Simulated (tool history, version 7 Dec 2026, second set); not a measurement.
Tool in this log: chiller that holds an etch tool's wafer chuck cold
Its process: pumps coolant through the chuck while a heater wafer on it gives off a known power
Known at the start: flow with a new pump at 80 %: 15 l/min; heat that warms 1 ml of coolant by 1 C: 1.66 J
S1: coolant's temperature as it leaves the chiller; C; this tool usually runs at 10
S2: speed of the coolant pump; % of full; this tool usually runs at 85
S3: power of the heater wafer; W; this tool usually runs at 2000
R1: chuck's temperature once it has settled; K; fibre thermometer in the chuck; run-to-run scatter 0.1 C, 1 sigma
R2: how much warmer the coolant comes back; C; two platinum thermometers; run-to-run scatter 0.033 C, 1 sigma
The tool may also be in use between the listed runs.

run,day,S1,S2,S3,R1,R2
1,0,10,85,2000,297.65,4.51
2,1.158,14,85,2000,301.65,4.47
3,2.179,10,85,2521,301.45,5.68
4,3.004,10,85,2521,301.25,5.67
5,4.375,10,85,2521,301.25,5.73
6,5.838,10,85,2000,297.35,4.43
7,6.833,10,85,2000,297.45,4.51
8,8.771,10,85,2000,297.65,4.46
9,10.017,10,85,2000,297.45,4.55
10,11.142,10,85,2000,297.45,4.51
11,12.271,10,85,2000,297.45,4.51
12,13.975,10,85,2000,297.55,4.5
13,15.038,10,85,2000,297.45,4.5
14,15.971,10,85,2000,297.45,4.52
15,17.071,10,85,2000,297.55,4.5
16,18.338,10,85,2000,297.55,4.47
17,19.896,12,85,2000,299.55,4.55
18,20.75,9,85,2261,298.35,5.07
19,21.754,9,85,2261,298.35,5.07
20,23.304,10,85,1771,296.05,4
21,24.525,10,85,1771,295.85,4.02
22,25.646,10,85,1771,295.75,4.01
23,26.488,10,85,1771,295.85,4.04
24,27.462,1,63,1771,290.45,5.64
25,29.004,15,85,1398,298.25,3.19
26,30.967,15,85,1398,298.25,3.14
27,32.046,15,85,1398,298.25,3.14
28,33.604,15,85,1398,298.15,3.06
29,34.521,3,70,1512,288.95,4.28
30,35.383,3,76,2572,296.15,6.58
31,36.238,8,85,1983,295.35,4.46

Not shown: 2 entries that the log had between the listed runs. Between which runs, and how does the tool's hidden state differ before and after?
Runs 19 to 20: chiller's thermometer calibrated (day 22.483)
  no difference in the tool's unlogged condition between these two runs
Runs 21 to 22: coolant changed, channels flushed (day 25.558)
  heat passed by the chuck's channels, % of clean ones': 99.9 -> 100
